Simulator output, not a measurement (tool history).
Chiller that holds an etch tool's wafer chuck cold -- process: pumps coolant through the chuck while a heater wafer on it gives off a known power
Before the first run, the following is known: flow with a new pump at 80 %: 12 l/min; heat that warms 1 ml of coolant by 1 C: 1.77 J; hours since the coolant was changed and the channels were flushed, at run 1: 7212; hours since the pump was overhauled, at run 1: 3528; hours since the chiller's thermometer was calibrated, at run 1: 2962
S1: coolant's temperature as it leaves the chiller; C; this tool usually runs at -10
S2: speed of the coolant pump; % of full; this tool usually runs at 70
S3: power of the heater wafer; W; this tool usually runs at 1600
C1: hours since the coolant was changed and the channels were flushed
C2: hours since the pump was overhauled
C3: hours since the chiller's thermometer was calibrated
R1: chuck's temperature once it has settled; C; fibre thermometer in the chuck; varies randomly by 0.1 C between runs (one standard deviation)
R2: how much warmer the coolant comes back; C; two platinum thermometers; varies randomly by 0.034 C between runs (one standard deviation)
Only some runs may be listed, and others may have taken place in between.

{"run": 1, "hour": 0.0, "S1": -10, "S2": 70, "S3": 1600, "C1": 7212, "C2": 3528, "C3": 2962, "R1": 4.7, "R2": 5.58}
{"hour": 70.2, "done": "coolant changed, channels flushed"}
{"run": 2, "hour": 84.0, "S1": -13, "S2": 70, "S3": 1600, "C1": 14, "C2": 3606, "C3": 3040, "R1": -0.8, "R2": 5.58}
{"run": 3, "hour": 122.6, "S1": -13, "S2": 70, "S3": 1600, "C1": 52, "C2": 3645, "C3": 3078, "R1": -0.7, "R2": 5.55}
{"run": 4, "hour": 190.9, "S1": -10, "S2": 76, "S3": 1600, "C1": 121, "C2": 3713, "C3": 3147, "R1": 1.7, "R2": 5.18}
{"run": 5, "hour": 279.1, "S1": -17, "S2": 76, "S3": 1600, "C1": 209, "C2": 3801, "C3": 3235, "R1": -5.3, "R2": 5.15}
{"run": 6, "hour": 328.3, "S1": -10, "S2": 70, "S3": 1006, "C1": 258, "C2": 3851, "C3": 3284, "R1": -1.9, "R2": 3.57}
{"run": 7, "hour": 392.8, "S1": -10, "S2": 70, "S3": 1006, "C1": 323, "C2": 3915, "C3": 3348, "R1": -1.9, "R2": 3.54}
{"run": 8, "hour": 473.3, "S1": -10, "S2": 70, "S3": 1570, "C1": 403, "C2": 3996, "C3": 3429, "R1": 2.5, "R2": 5.56}
{"run": 9, "hour": 525.4, "S1": -10, "S2": 70, "S3": 1570, "C1": 455, "C2": 4048, "C3": 3481, "R1": 2.4, "R2": 5.52}
{"run": 10, "hour": 588.3, "S1": -10, "S2": 70, "S3": 1570, "C1": 518, "C2": 4111, "C3": 3544, "R1": 2.4, "R2": 5.56}
{"run": 11, "hour": 652.9, "S1": -10, "S2": 70, "S3": 1570, "C1": 583, "C2": 4175, "C3": 3609, "R1": 2.6, "R2": 5.52}
{"run": 12, "hour": 710.0, "S1": -10, "S2": 70, "S3": 1570, "C1": 640, "C2": 4232, "C3": 3666, "R1": 2.6, "R2": 5.56}
{"run": 13, "hour": 764.5, "S1": -10, "S2": 89, "S3": 1570, "C1": 694, "C2": 4287, "C3": 3720, "R1": 0.2, "R2": 4.34}
{"run": 14, "hour": 803.3, "S1": -10, "S2": 89, "S3": 1570, "C1": 733, "C2": 4326, "C3": 3759, "R1": 0.4, "R2": 4.25}
{"run": 15, "hour": 854.6, "S1": 0, "S2": 70, "S3": 1329, "C1": 784, "C2": 4377, "C3": 3810, "R1": 11.1, "R2": 4.78}
{"run": 16, "hour": 920.0, "S1": -9, "S2": 70, "S3": 1211, "C1": 850, "C2": 4442, "C3": 3876, "R1": 0.8, "R2": 4.31}
{"run": 17, "hour": 1004.7, "S1": -9, "S2": 70, "S3": 1211, "C1": 934, "C2": 4527, "C3": 3960, "R1": 1.0, "R2": 4.33}
{"run": 18, "hour": 1067.7, "S1": -9, "S2": 70, "S3": 1211, "C1": 997, "C2": 4590, "C3": 4023, "R1": 1.2, "R2": 4.34}
{"run": 19, "hour": 1116.1, "S1": -10, "S2": 70, "S3": 864, "C1": 1046, "C2": 4639, "C3": 4072, "R1": -2.5, "R2": 3.08}
{"run": 20, "hour": 1184.8, "S1": -10, "S2": 70, "S3": 864, "C1": 1115, "C2": 4707, "C3": 4140, "R1": -2.7, "R2": 3.06}
{"run": 21, "hour": 1252.3, "S1": -10, "S2": 71, "S3": 1753, "C1": 1182, "C2": 4775, "C3": 4208, "R1": 4.1, "R2": 6.2}
{"run": 22, "hour": 1301.1, "S1": -10, "S2": 71, "S3": 1753, "C1": 1231, "C2": 4824, "C3": 4257, "R1": 4.3, "R2": 6.17}
{"run": 23, "hour": 1378.9, "S1": -10, "S2": 70, "S3": 1705, "C1": 1309, "C2": 4901, "C3": 4335, "R1": 4.2, "R2": 6.17}
{"run": 24, "hour": 1464.2, "S1": -10, "S2": 70, "S3": 1705, "C1": 1394, "C2": 4987, "C3": 4420, "R1": 4.1, "R2": 6.19}
{"run": 25, "hour": 1523.9, "S1": -10, "S2": 70, "S3": 1705, "C1": 1454, "C2": 5046, "C3": 4480, "R1": 4.1, "R2": 6.09}
{"run": 26, "hour": 1592.7, "S1": -13, "S2": 77, "S3": 1600, "C1": 1522, "C2": 5115, "C3": 4548, "R1": -0.5, "R2": 5.17}
{"run": 27, "hour": 1680.2, "S1": -16, "S2": 87, "S3": 1707, "C1": 1610, "C2": 5203, "C3": 4636, "R1": -4.2, "R2": 4.87}
{"run": 28, "hour": 1766.7, "S1": -11, "S2": 70, "S3": 870, "C1": 1696, "C2": 5289, "C3": 4722, "R1": -3.4, "R2": 3.17}

How would selected steps in R1 from run to run divide? Give the signed amount a tool lacking its hidden state would still show from settings, what came in and random variation, and the signed amount left for the hidden state, including any gauge scatter that is not in both of the compared results.
What the log doesn't record here: heat passed by the chuck's channels, % of clean ones'; flow at a given pump speed, % of a new pump's; coolant's true temperature over the reading, C; drift of the gauge itself on chuck_c, C; drift of the gauge itself on warmer_back_c, C.
Run 1 -> 2: S1 -10 -> -13, coolant changed, channels flushed. R1 -5.5 C: hidden state -2.6, all else -2.9.
Run 14 -> 15: S1 -10 -> 0, S2 89 -> 70, S3 1570 -> 1329. R1 +10.7 C: hidden state +0.1, all else +10.6.
Run 15 -> 16: S1 0 -> -9, S3 1329 -> 1211. R1 -10.3 C: hidden state -0.1, all else -10.2.
Run 20 -> 21: S2 70 -> 71, S3 864 -> 1753. R1 +6.8 C: hidden state +0.8, all else +6.0.

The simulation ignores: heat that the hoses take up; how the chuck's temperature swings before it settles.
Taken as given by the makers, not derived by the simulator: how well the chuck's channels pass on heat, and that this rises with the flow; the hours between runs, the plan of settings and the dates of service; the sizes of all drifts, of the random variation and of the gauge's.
